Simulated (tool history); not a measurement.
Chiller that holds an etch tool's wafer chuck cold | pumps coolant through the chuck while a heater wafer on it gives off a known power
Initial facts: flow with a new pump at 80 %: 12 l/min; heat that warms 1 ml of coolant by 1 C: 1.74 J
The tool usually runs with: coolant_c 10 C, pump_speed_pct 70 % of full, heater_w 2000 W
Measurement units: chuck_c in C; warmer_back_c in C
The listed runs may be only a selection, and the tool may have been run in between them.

{"run": 1, "day": 0.0, "coolant_c": 10, "pump_speed_pct": 70, "heater_w": 2000, "chuck_c": 27.6, "warmer_back_c": 6.63}
{"run": 2, "day": 1.05, "coolant_c": 10, "pump_speed_pct": 70, "heater_w": 2000, "chuck_c": 27.4, "warmer_back_c": 6.69}
{"run": 3, "day": 3.129, "coolant_c": 10, "pump_speed_pct": 70, "heater_w": 2000, "chuck_c": 27.6, "warmer_back_c": 6.7}
{"run": 4, "day": 4.388, "coolant_c": 10, "pump_speed_pct": 70, "heater_w": 2000, "chuck_c": 27.5, "warmer_back_c": 6.69}
{"run": 5, "day": 6.0, "coolant_c": 10, "pump_speed_pct": 70, "heater_w": 2000, "chuck_c": 27.4, "warmer_back_c": 6.72}
{"run": 6, "day": 6.862, "coolant_c": 10, "pump_speed_pct": 70, "heater_w": 2000, "chuck_c": 27.5, "warmer_back_c": 6.73}
{"run": 7, "day": 8.329, "coolant_c": 10, "pump_speed_pct": 70, "heater_w": 1205, "chuck_c": 20.9, "warmer_back_c": 4.01}
{"run": 8, "day": 9.758, "coolant_c": 10, "pump_speed_pct": 70, "heater_w": 1205, "chuck_c": 20.8, "warmer_back_c": 4.09}
{"run": 9, "day": 10.954, "coolant_c": 10, "pump_speed_pct": 70, "heater_w": 1205, "chuck_c": 21.0, "warmer_back_c": 4.05}
{"run": 10, "day": 12.733, "coolant_c": 10, "pump_speed_pct": 70, "heater_w": 1205, "chuck_c": 21.1, "warmer_back_c": 4.08}
{"run": 11, "day": 13.596, "coolant_c": 10, "pump_speed_pct": 70, "heater_w": 1205, "chuck_c": 20.9, "warmer_back_c": 4.07}
{"run": 12, "day": 15.0, "coolant_c": 10, "pump_speed_pct": 70, "heater_w": 1205, "chuck_c": 21.1, "warmer_back_c": 4.09}
{"run": 13, "day": 16.758, "coolant_c": 10, "pump_speed_pct": 70, "heater_w": 1205, "chuck_c": 21.1, "warmer_back_c": 4.05}
{"run": 14, "day": 18.379, "coolant_c": 10, "pump_speed_pct": 70, "heater_w": 1205, "chuck_c": 21.0, "warmer_back_c": 4.1}
{"run": 15, "day": 20.0, "coolant_c": 10, "pump_speed_pct": 70, "heater_w": 1205, "chuck_c": 21.1, "warmer_back_c": 4.1}
{"run": 16, "day": 21.983, "coolant_c": 10, "pump_speed_pct": 63, "heater_w": 2000, "chuck_c": 29.3, "warmer_back_c": 7.55}
{"run": 17, "day": 23.304, "coolant_c": 10, "pump_speed_pct": 63, "heater_w": 2000, "chuck_c": 29.3, "warmer_back_c": 7.63}
{"run": 18, "day": 25.383, "coolant_c": 15, "pump_speed_pct": 97, "heater_w": 1561, "chuck_c": 26.4, "warmer_back_c": 3.72}
{"run": 19, "day": 27.371, "coolant_c": 16, "pump_speed_pct": 97, "heater_w": 2820, "chuck_c": 36.3, "warmer_back_c": 6.68}
{"run": 20, "day": 28.829, "coolant_c": 16, "pump_speed_pct": 97, "heater_w": 2820, "chuck_c": 36.1, "warmer_back_c": 6.7}
{"run": 21, "day": 29.892, "coolant_c": 4, "pump_speed_pct": 67, "heater_w": 2000, "chuck_c": 22.8, "warmer_back_c": 7.08}
{"run": 22, "day": 31.804, "coolant_c": 4, "pump_speed_pct": 67, "heater_w": 2000, "chuck_c": 22.7, "warmer_back_c": 7.1}
{"run": 23, "day": 33.188, "coolant_c": 17, "pump_speed_pct": 85, "heater_w": 2000, "chuck_c": 32.9, "warmer_back_c": 5.42}
{"run": 24, "day": 34.629, "coolant_c": 10, "pump_speed_pct": 84, "heater_w": 2000, "chuck_c": 25.9, "warmer_back_c": 5.57}
{"day": 35.204, "done": "chiller's thermometer calibrated"}
{"run": 25, "day": 36.7, "coolant_c": 20, "pump_speed_pct": 70, "heater_w": 1597, "chuck_c": 34.0, "warmer_back_c": 5.39}
{"run": 26, "day": 37.988, "coolant_c": 20, "pump_speed_pct": 70, "heater_w": 1597, "chuck_c": 33.9, "warmer_back_c": 5.46}
{"run": 27, "day": 39.954, "coolant_c": 20, "pump_speed_pct": 70, "heater_w": 1597, "chuck_c": 33.7, "warmer_back_c": 5.49}
{"run": 28, "day": 41.796, "coolant_c": 10, "pump_speed_pct": 96, "heater_w": 2000, "chuck_c": 23.9, "warmer_back_c": 4.85}
{"run": 29, "day": 42.829, "coolant_c": 17, "pump_speed_pct": 79, "heater_w": 2000, "chuck_c": 33.0, "warmer_back_c": 5.95}
{"run": 30, "day": 44.662, "coolant_c": 10, "pump_speed_pct": 78, "heater_w": 2000, "chuck_c": 26.3, "warmer_back_c": 6.04}
{"run": 31, "day": 46.433, "coolant_c": 10, "pump_speed_pct": 70, "heater_w": 2064, "chuck_c": 28.1, "warmer_back_c": 7.05}
{"run": 32, "day": 48.146, "coolant_c": 15, "pump_speed_pct": 74, "heater_w": 2000, "chuck_c": 31.8, "warmer_back_c": 6.46}

Forecast each of these 4 alternatives for the next run:
{"run": "A", "day": 49.625, "coolant_c": 10, "pump_speed_pct": 94, "heater_w": 1845, "chuck_c": "?", "warmer_back_c": "?"}
{"run": "B", "day": 49.625, "coolant_c": 7, "pump_speed_pct": 73, "heater_w": 2538, "chuck_c": "?", "warmer_back_c": "?"}
{"run": "C", "day": 49.625, "coolant_c": 15, "pump_speed_pct": 68, "heater_w": 2000, "chuck_c": "?", "warmer_back_c": "?"}
{"run": "D", "day": 49.625, "coolant_c": 11, "pump_speed_pct": 70, "heater_w": 2000, "chuck_c": "?", "warmer_back_c": "?"}

run=A chuck_c=23.2 warmer_back_c=4.54
run=B chuck_c=28.7 warmer_back_c=8.34
run=C chuck_c=33.0 warmer_back_c=7.10
run=D chuck_c=28.5 warmer_back_c=6.77
With no hidden state in the tool, these same runs would have given:
run=A chuck_c=21.8 warmer_back_c=4.42
run=B chuck_c=26.6 warmer_back_c=8.13
run=C chuck_c=31.3 warmer_back_c=6.92
run=D chuck_c=26.8 warmer_back_c=6.60
